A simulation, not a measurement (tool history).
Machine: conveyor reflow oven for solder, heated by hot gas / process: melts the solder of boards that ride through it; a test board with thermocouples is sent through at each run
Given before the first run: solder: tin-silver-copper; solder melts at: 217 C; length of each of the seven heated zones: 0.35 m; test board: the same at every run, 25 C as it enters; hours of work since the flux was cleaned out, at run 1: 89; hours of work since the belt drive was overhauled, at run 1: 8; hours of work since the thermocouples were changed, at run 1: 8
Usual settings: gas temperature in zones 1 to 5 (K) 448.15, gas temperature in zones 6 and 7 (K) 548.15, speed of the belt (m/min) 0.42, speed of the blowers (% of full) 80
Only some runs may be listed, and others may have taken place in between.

run,day,gas temperature in zones 1 to 5 (K),gas temperature in zones 6 and 7 (K),speed of the belt (m/min),speed of the blowers (% of full),hours of work since the flux was cleaned out,hours of work since the belt drive was overhauled,hours of work since the thermocouples were changed,highest temperature of the board (K),time above the solder's melting point (s)
1,0,448.15,548.15,0.42,80,89,8,8,539.35,87.8
2,3.033,448.15,548.15,0.42,80,143,62,62,539.35,87.8
3,5.271,448.15,548.15,0.42,80,182,101,101,538.95,87.6
4,8.271,448.15,548.15,0.42,80,235,154,154,538.15,87
5,9.9,448.15,548.15,0.42,53,264,182,182,533.65,82.7
6,12.95,440.15,548.15,0.42,53,317,236,236,531.25,77.9
# day 13.608: flux residue cleaned out of gas plates and filters
7,14.821,440.15,548.15,0.42,53,21,265,265,533.35,80.3
8,18.229,448.15,548.15,0.42,88,81,325,325,540.15,89.1
9,20.754,448.15,548.15,0.42,88,126,370,370,539.45,88.7
10,24.1,448.15,548.15,0.42,77,185,429,429,537.75,87.2
11,26.221,448.15,548.15,0.489,80,222,466,466,533.65,71.8
12,28.571,448.15,548.15,0.489,80,263,507,507,533.25,71.4
13,31.492,448.15,548.15,0.489,80,315,559,559,532.55,70.8
# day 32.35: flux residue cleaned out of gas plates and filters
14,34.325,448.15,548.15,0.42,55,35,605,605,533.95,84.5
15,36.575,448.15,548.15,0.4,55,74,645,645,535.05,90
16,39.292,461.15,542.15,0.42,80,122,693,693,533.45,91.4
17,41.512,441.15,539.15,0.453,52,161,732,732,521.05,63.3
18,44.058,441.15,559.15,0.453,64,206,776,776,541.35,80.1
19,46.45,451.15,548.15,0.42,56,248,819,819,532.45,85
20,48.225,448.15,543.15,0.365,84,279,850,850,534.65,99.9
# day 49.833: thermocouples of zones 6 and 7 changed
# day 50.512: belt drive overhauled, speed set with a stopwatch
# day 51.446: flux residue cleaned out of gas plates and filters
21,51.821,448.15,543.15,0.365,60,7,19,28,535.75,99.2
22,54.817,448.15,543.15,0.365,60,59,72,81,535.15,99
23,56.808,448.15,543.15,0.365,60,94,107,116,535.05,99
24,58.792,448.15,540.15,0.407,56,129,142,151,528.95,82.7
25,61.892,443.15,548.15,0.495,80,184,197,206,533.65,68.9
26,63.417,436.15,537.15,0.46,63,211,223,233,521.65,61.2
27,66.05,436.15,537.15,0.46,63,257,270,279,520.75,60.5
28,68.483,448.15,561.15,0.42,80,300,313,322,549.75,93.4
# day 70.229: flux residue cleaned out of gas plates and filters
29,71.562,448.15,561.15,0.42,80,24,363,372,552.05,94.7

Hidden state at the last listed run before each entry between runs and at the first one after, where it differs:
Between runs 6 and 7: flux residue cleaned out of gas plates and filters (day 13.608)
  heat that the gas passes to the board, % of a clean oven's: 86 -> 98.3; belt's true speed, % of the reading: 99.67 -> 99.61; true gas temperature in zones 6 and 7 over the reading, C: -0.52 -> -0.59
  measured result minus the result with no hidden state, highest temperature of the board (K): -2.8 -> -0.6; time above the solder's melting point (s): -2.4 -> -0.2
Between runs 13 and 14: flux residue cleaned out of gas plates and filters (day 32.35)
  heat that the gas passes to the board, % of a clean oven's: 86.3 -> 97.1; belt's true speed, % of the reading: 99.16 -> 99.08; true gas temperature in zones 6 and 7 over the reading, C: -1.41 -> -1.54
  measured result minus the result with no hidden state, highest temperature of the board (K): -4.1 -> -1.5; time above the solder's melting point (s): -2.4 -> -0.4
Between runs 20 and 21: thermocouples of zones 6 and 7 changed (day 49.833); belt drive overhauled, speed set with a stopwatch (day 50.512); flux residue cleaned out of gas plates and filters (day 51.446)
  heat that the gas passes to the board, % of a clean oven's: 86.7 -> 99.3; belt's true speed, % of the reading: 98.69 -> 99.92; true gas temperature in zones 6 and 7 over the reading, C: -2.24 -> 0.4
  measured result minus the result with no hidden state, highest temperature of the board (K): -3.6 -> +0.3; time above the solder's melting point (s): -1.6 -> +0.3
Between runs 28 and 29: flux residue cleaned out of gas plates and filters (day 70.229)
  heat that the gas passes to the board, % of a clean oven's: 87.1 -> 98.7; belt's true speed, % of the reading: 99.44 -> 99.36; true gas temperature in zones 6 and 7 over the reading, C: -0.43 -> -0.57
  measured result minus the result with no hidden state, highest temperature of the board (K): -2.7 -> -0.7; time above the solder's melting point (s): -0.7 -> +0.4
